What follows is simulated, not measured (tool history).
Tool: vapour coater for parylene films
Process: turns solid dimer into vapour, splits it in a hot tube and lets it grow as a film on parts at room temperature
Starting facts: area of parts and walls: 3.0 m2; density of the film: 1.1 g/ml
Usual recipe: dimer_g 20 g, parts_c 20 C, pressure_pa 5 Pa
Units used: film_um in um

run   hour  dimer_g  parts_c  pressure_pa  film_um
  1      0       20       20            5     3.67
  2   12.5       20       20            5     3.63
  3   22.9       20       20            5     3.64
  4   41.4       20       20            5     3.66
  5   53.6       20       20            5     3.62
  6   61.6       20       20            5     3.67
  7   70.5       20       20            5     3.67
  8     83       20       20            5     3.64
  9   92.1       20       20            5     3.63
 10  109.7       20       20            5     3.67
 11  121.9       20       20            5     3.64
 12  133.9       20       14            5     4.06
 13  141.6       20       20            5     3.69
 14    160       20       20            5     3.68
 15  175.2       20       20            5     3.67
 16  194.1       20       20            5     3.62
 17  204.4        8       20            5     1.42
 18  219.1        8       20         2.31     1.63
 19  232.9        8       20         2.31     1.65
 20  244.6       15       20            5     2.75
 21  254.6       15       20            5     2.76
 22  271.5       20       20            5     3.71
 23  279.6       20       20            5     3.62
 24  297.3       20       20         5.74     3.56
 25  305.6       25       16         5.79     4.74
 26  315.8       10       25         6.58     1.62
 27  323.9       17       22        10.35     2.71
 28  333.5       17       22        10.35      2.7
 29  344.3       17       22        10.35     2.73
 30  363.3       21       13         3.74     4.47
 31  371.7       15       13         3.74     3.21
 32  380.3       24       13         7.38     4.68
 33  395.7       35       20          6.4      6.1
 34  409.3       20       18         3.85     3.94
 35  425.1       16       25         7.21     2.52
 36  439.3       20       23         4.28     3.58
 37  456.8       17       22         3.05     3.18
 38  466.6        9       23         2.11     1.73
 39  481.9       17       13            5      3.5
 40    494       33       13         3.02     7.22
 41  506.5       34       29            5     5.34
 42  524.3       25       16         8.35     4.51
 43    534       34       16         6.75     6.32
 44  542.8       20       15            5     3.93
 45  551.1       20       15            5     3.97
 46  566.1       20       15            5     3.96
 47  583.1       22       22         4.87     3.91

Forecast each of these 4 alternatives for the next run:
  A  595.1       11       17         4.87        ?
  B  595.1       15       20            5        ?
  C  595.1       30       17         2.81        ?
  D  595.1       31       25         4.87        ?

run  film_um
  A     2.12
  B     2.73
  C     6.27
  D     5.19
With the hidden condition removed and each run's random variation left untouched, the same runs would have given:
run  film_um
  A     2.12
  B     2.73
  C     6.28
  D      5.2

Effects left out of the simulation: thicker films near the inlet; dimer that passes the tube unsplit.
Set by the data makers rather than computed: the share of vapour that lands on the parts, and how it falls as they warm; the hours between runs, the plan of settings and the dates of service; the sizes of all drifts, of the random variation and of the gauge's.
